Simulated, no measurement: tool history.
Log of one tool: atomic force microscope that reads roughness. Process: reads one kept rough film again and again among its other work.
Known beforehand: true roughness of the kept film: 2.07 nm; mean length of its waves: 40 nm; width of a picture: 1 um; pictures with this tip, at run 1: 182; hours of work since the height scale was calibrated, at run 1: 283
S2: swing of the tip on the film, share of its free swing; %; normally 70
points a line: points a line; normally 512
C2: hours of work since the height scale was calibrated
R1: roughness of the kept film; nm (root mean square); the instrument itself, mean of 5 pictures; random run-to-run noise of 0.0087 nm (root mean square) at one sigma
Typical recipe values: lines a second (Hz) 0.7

{"run": 1, "hour": 0.0, "lines a second (Hz)": 0.7, "S2": 70, "points a line": 512, "pictures with this tip": 182, "C2": 283, "R1": 1.746}
{"hour": 26.0, "done": "new tip fitted"}
{"run": 2, "hour": 65.5, "lines a second (Hz)": 0.7, "S2": 70, "points a line": 512, "pictures with this tip": 80, "C2": 327, "R1": 1.857}
{"run": 3, "hour": 118.0, "lines a second (Hz)": 0.7, "S2": 70, "points a line": 512, "pictures with this tip": 186, "C2": 363, "R1": 1.771}
{"hour": 144.0, "done": "new tip fitted"}
{"run": 4, "hour": 154.1, "lines a second (Hz)": 0.7, "S2": 70, "points a line": 512, "pictures with this tip": 20, "C2": 387, "R1": 1.915}
{"run": 5, "hour": 221.8, "lines a second (Hz)": 0.7, "S2": 70, "points a line": 512, "pictures with this tip": 157, "C2": 433, "R1": 1.791}
{"hour": 259.7, "done": "new tip fitted"}
{"run": 6, "hour": 277.5, "lines a second (Hz)": 0.7, "S2": 70, "points a line": 512, "pictures with this tip": 36, "C2": 471, "R1": 1.906}
{"run": 7, "hour": 306.7, "lines a second (Hz)": 0.7, "S2": 70, "points a line": 606, "pictures with this tip": 95, "C2": 491, "R1": 1.856}
{"run": 8, "hour": 369.6, "lines a second (Hz)": 2.791, "S2": 70, "points a line": 512, "pictures with this tip": 222, "C2": 534, "R1": 1.572}
{"hour": 375.9, "done": "new tip fitted"}
{"run": 9, "hour": 416.9, "lines a second (Hz)": 2.791, "S2": 70, "points a line": 512, "pictures with this tip": 83, "C2": 566, "R1": 1.697}
{"run": 10, "hour": 464.5, "lines a second (Hz)": 2.283, "S2": 70, "points a line": 512, "pictures with this tip": 179, "C2": 598, "R1": 1.624}
{"hour": 493.6, "done": "new tip fitted"}
{"run": 11, "hour": 494.7, "lines a second (Hz)": 2.283, "S2": 72, "points a line": 512, "pictures with this tip": 2, "C2": 618, "R1": 1.754}
{"run": 12, "hour": 535.3, "lines a second (Hz)": 1.069, "S2": 72, "points a line": 512, "pictures with this tip": 84, "C2": 646, "R1": 1.808}
{"run": 13, "hour": 577.8, "lines a second (Hz)": 2.477, "S2": 72, "points a line": 512, "pictures with this tip": 170, "C2": 675, "R1": 1.62}
{"hour": 610.1, "done": "new tip fitted"}
{"run": 14, "hour": 610.1, "lines a second (Hz)": 2.477, "S2": 72, "points a line": 512, "pictures with this tip": 0, "C2": 697, "R1": 1.735}
{"run": 15, "hour": 673.2, "lines a second (Hz)": 3.02, "S2": 70, "points a line": 512, "pictures with this tip": 127, "C2": 740, "R1": 1.619}
{"run": 16, "hour": 706.1, "lines a second (Hz)": 0.7, "S2": 70, "points a line": 512, "pictures with this tip": 194, "C2": 762, "R1": 1.761}
{"hour": 728.8, "done": "new tip fitted"}
{"run": 17, "hour": 735.4, "lines a second (Hz)": 1.353, "S2": 70, "points a line": 512, "pictures with this tip": 13, "C2": 782, "R1": 1.86}
{"run": 18, "hour": 782.3, "lines a second (Hz)": 1.353, "S2": 70, "points a line": 512, "pictures with this tip": 108, "C2": 813, "R1": 1.779}
{"run": 19, "hour": 829.0, "lines a second (Hz)": 0.7, "S2": 85, "points a line": 512, "pictures with this tip": 202, "C2": 845, "R1": 1.671}
{"hour": 847.7, "done": "new tip fitted"}
{"run": 20, "hour": 896.2, "lines a second (Hz)": 0.7, "S2": 70, "points a line": 512, "pictures with this tip": 99, "C2": 891, "R1": 1.812}
{"run": 21, "hour": 953.8, "lines a second (Hz)": 0.7, "S2": 70, "points a line": 512, "pictures with this tip": 215, "C2": 930, "R1": 1.76}
{"hour": 963.8, "done": "new tip fitted"}
{"run": 22, "hour": 993.6, "lines a second (Hz)": 0.7, "S2": 70, "points a line": 512, "pictures with this tip": 61, "C2": 957, "R1": 1.886}
{"run": 23, "hour": 1040.3, "lines a second (Hz)": 0.7, "S2": 70, "points a line": 512, "pictures with this tip": 155, "C2": 989, "R1": 1.789}
{"hour": 1082.4, "done": "new tip fitted"}
{"run": 24, "hour": 1085.7, "lines a second (Hz)": 0.7, "S2": 85, "points a line": 682, "pictures with this tip": 7, "C2": 1019, "R1": 1.846}
{"run": 25, "hour": 1124.3, "lines a second (Hz)": 0.7, "S2": 85, "points a line": 682, "pictures with this tip": 85, "C2": 1045, "R1": 1.767}
{"run": 26, "hour": 1193.1, "lines a second (Hz)": 2.214, "S2": 65, "points a line": 772, "pictures with this tip": 224, "C2": 1092, "R1": 1.658}
{"hour": 1202.8, "done": "new tip fitted"}
{"run": 27, "hour": 1246.4, "lines a second (Hz)": 0.565, "S2": 70, "points a line": 287, "pictures with this tip": 88, "C2": 1128, "R1": 1.849}
{"run": 28, "hour": 1293.1, "lines a second (Hz)": 0.565, "S2": 56, "points a line": 891, "pictures with this tip": 182, "C2": 1160, "R1": 1.818}
{"hour": 1319.1, "done": "new tip fitted"}
{"run": 29, "hour": 1336.0, "lines a second (Hz)": 0.981, "S2": 56, "points a line": 388, "pictures with this tip": 34, "C2": 1189, "R1": 1.929}
{"run": 30, "hour": 1368.5, "lines a second (Hz)": 1.202, "S2": 63, "points a line": 410, "pictures with this tip": 100, "C2": 1211, "R1": 1.831}
{"run": 31, "hour": 1407.5, "lines a second (Hz)": 1.202, "S2": 63, "points a line": 410, "pictures with this tip": 179, "C2": 1238, "R1": 1.759}
{"hour": 1439.8, "done": "new tip fitted"}
{"run": 32, "hour": 1471.6, "lines a second (Hz)": 1.202, "S2": 81, "points a line": 319, "pictures with this tip": 65, "C2": 1281, "R1": 1.735}
{"run": 33, "hour": 1513.1, "lines a second (Hz)": 2.213, "S2": 83, "points a line": 835, "pictures with this tip": 149, "C2": 1309, "R1": 1.517}
{"hour": 1556.9, "done": "new tip fitted"}
{"run": 34, "hour": 1556.9, "lines a second (Hz)": 3.4, "S2": 83, "points a line": 835, "pictures with this tip": 0, "C2": 1339, "R1": 1.483}
{"run": 35, "hour": 1611.7, "lines a second (Hz)": 2.363, "S2": 70, "points a line": 926, "pictures with this tip": 111, "C2": 1376, "R1": 1.7}
{"run": 36, "hour": 1647.4, "lines a second (Hz)": 1.102, "S2": 59, "points a line": 926, "pictures with this tip": 183, "C2": 1401, "R1": 1.801}
{"hour": 1677.5, "done": "new tip fitted"}
{"run": 37, "hour": 1718.2, "lines a second (Hz)": 3.974, "S2": 70, "points a line": 313, "pictures with this tip": 83, "C2": 1448, "R1": 1.596}
{"run": 38, "hour": 1787.4, "lines a second (Hz)": 0.7, "S2": 70, "points a line": 730, "pictures with this tip": 223, "C2": 1496, "R1": 1.78}
{"hour": 1792.9, "done": "new tip fitted"}
{"run": 39, "hour": 1835.2, "lines a second (Hz)": 0.7, "S2": 70, "points a line": 730, "pictures with this tip": 85, "C2": 1528, "R1": 1.88}
{"run": 40, "hour": 1871.8, "lines a second (Hz)": 2.066, "S2": 80, "points a line": 730, "pictures with this tip": 159, "C2": 1553, "R1": 1.577}
{"hour": 1908.6, "done": "new tip fitted"}
{"run": 41, "hour": 1918.1, "lines a second (Hz)": 2.066, "S2": 80, "points a line": 730, "pictures with this tip": 19, "C2": 1584, "R1": 1.699}
{"run": 42, "hour": 1958.3, "lines a second (Hz)": 0.7, "S2": 89, "points a line": 530, "pictures with this tip": 100, "C2": 1611, "R1": 1.739}
{"run": 43, "hour": 2013.6, "lines a second (Hz)": 2.48, "S2": 85, "points a line": 512, "pictures with this tip": 212, "C2": 1649, "R1": 1.409}
{"hour": 2024.8, "done": "new tip fitted"}
{"run": 44, "hour": 2075.2, "lines a second (Hz)": 1.63, "S2": 70, "points a line": 438, "pictures with this tip": 102, "C2": 1691, "R1": 1.768}
{"run": 45, "hour": 2112.7, "lines a second (Hz)": 2.733, "S2": 75, "points a line": 814, "pictures with this tip": 178, "C2": 1716, "R1": 1.569}
{"hour": 2143.8, "done": "new tip fitted"}
{"run": 46, "hour": 2172.2, "lines a second (Hz)": 3.539, "S2": 70, "points a line": 925, "pictures with this tip": 57, "C2": 1756, "R1": 1.673}

Branching from run 46: 3 alternative next runs. What would each branch give?
{"run": "A", "hour": 2234.5, "lines a second (Hz)": 0.654, "S2": 70, "points a line": 512, "pictures with this tip": 183, "C2": 1799, "R1": "?"}
{"run": "B", "hour": 2234.5, "lines a second (Hz)": 1.348, "S2": 84, "points a line": 871, "pictures with this tip": 183, "C2": 1799, "R1": "?"}
{"run": "C", "hour": 2234.5, "lines a second (Hz)": 1.452, "S2": 70, "points a line": 512, "pictures with this tip": 183, "C2": 1799, "R1": "?"}

run=A R1=1.802
run=B R1=1.626
run=C R1=1.72
The same runs, with their run-to-run variation unchanged, on a tool lacking any hidden condition would have given:
run=A R1=1.932
run=B R1=1.744
run=C R1=1.845
